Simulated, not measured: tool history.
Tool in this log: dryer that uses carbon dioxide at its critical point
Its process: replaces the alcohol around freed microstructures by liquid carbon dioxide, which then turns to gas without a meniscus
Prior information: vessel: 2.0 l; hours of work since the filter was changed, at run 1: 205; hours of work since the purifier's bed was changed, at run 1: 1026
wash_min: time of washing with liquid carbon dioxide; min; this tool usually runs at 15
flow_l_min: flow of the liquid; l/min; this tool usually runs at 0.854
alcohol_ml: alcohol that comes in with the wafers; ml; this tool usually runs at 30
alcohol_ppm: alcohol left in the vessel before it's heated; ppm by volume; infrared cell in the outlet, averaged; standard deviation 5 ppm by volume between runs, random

| run | hour | wash_min | flow_l_min | alcohol_ml | hours of work since the filter was changed | hours of work since the purifier's bed was changed | alcohol_ppm |
|---|---|---|---|---|---|---|---|
| 1 | 0 | 15 | 0.854 | 30 | 205 | 1026 | 225 |
| 2 | 49.7 | 15 | 0.854 | 42 | 237 | 1058 | 255 |
| 3 | 79.2 | 15 | 0.854 | 42 | 257 | 1078 | 261 |
| 4 | 125.1 | 15 | 0.854 | 42 | 287 | 1108 | 266 |
| 5 | 178.3 | 15 | 0.854 | 42 | 322 | 1143 | 282 |
| 6 | 215 | 15 | 0.854 | 67 | 346 | 1167 | 333 |
| 7 | 240.8 | 15 | 0.854 | 30 | 363 | 1184 | 265 |
| 8 | 290.4 | 15 | 0.854 | 30 | 396 | 1216 | 279 |
| 9 | 341.4 | 15 | 0.854 | 25 | 429 | 1250 | 275 |
| 10 | 393.1 | 15 | 0.854 | 25 | 463 | 1284 | 288 |
|  | 404.7 | purifier's bed changed |
| 11 | 435.8 | 15 | 0.854 | 25 | 489 | 20 | 66 |
|  | 450.4 | inlet filter changed |
| 12 | 472 | 15 | 0.691 | 30 | 14 | 44 | 123 |
| 13 | 522.3 | 15 | 0.547 | 30 | 47 | 77 | 348 |
| 14 | 555.1 | 15 | 0.547 | 30 | 69 | 98 | 349 |
| 15 | 598.5 | 15 | 0.854 | 30 | 97 | 127 | 70 |
| 16 | 650.7 | 15 | 0.854 | 30 | 132 | 161 | 72 |
| 17 | 688.7 | 15 | 0.854 | 30 | 157 | 186 | 84 |
| 18 | 732.7 | 13 | 0.717 | 30 | 185 | 215 | 270 |
| 19 | 765.3 | 13 | 0.717 | 34 | 207 | 236 | 300 |
| 20 | 793.9 | 11 | 0.724 | 30 | 226 | 255 | 485 |
| 21 | 819.2 | 11 | 0.724 | 30 | 242 | 272 | 470 |
| 22 | 865.6 | 11 | 0.724 | 30 | 273 | 302 | 520 |
| 23 | 901.9 | 10 | 1.226 | 30 | 297 | 326 | 136 |
| 24 | 936.8 | 10 | 1.226 | 30 | 320 | 349 | 140 |
| 25 | 981.7 | 10 | 1.226 | 30 | 349 | 378 | 153 |
| 26 | 1015.2 | 16 | 0.854 | 41 | 371 | 400 | 138 |
| 27 | 1037.5 | 17 | 0.854 | 20 | 386 | 415 | 107 |

Expected results for the next run?
| 28 | 1064 | 17 | 0.854 | 20 | 403 | 433 | ? |

alcohol_ppm: 107 ppm by volume
Were there no unlogged condition in the tool, this run, its random variation unchanged, would have produced alcohol_ppm 10 ppm by volume.

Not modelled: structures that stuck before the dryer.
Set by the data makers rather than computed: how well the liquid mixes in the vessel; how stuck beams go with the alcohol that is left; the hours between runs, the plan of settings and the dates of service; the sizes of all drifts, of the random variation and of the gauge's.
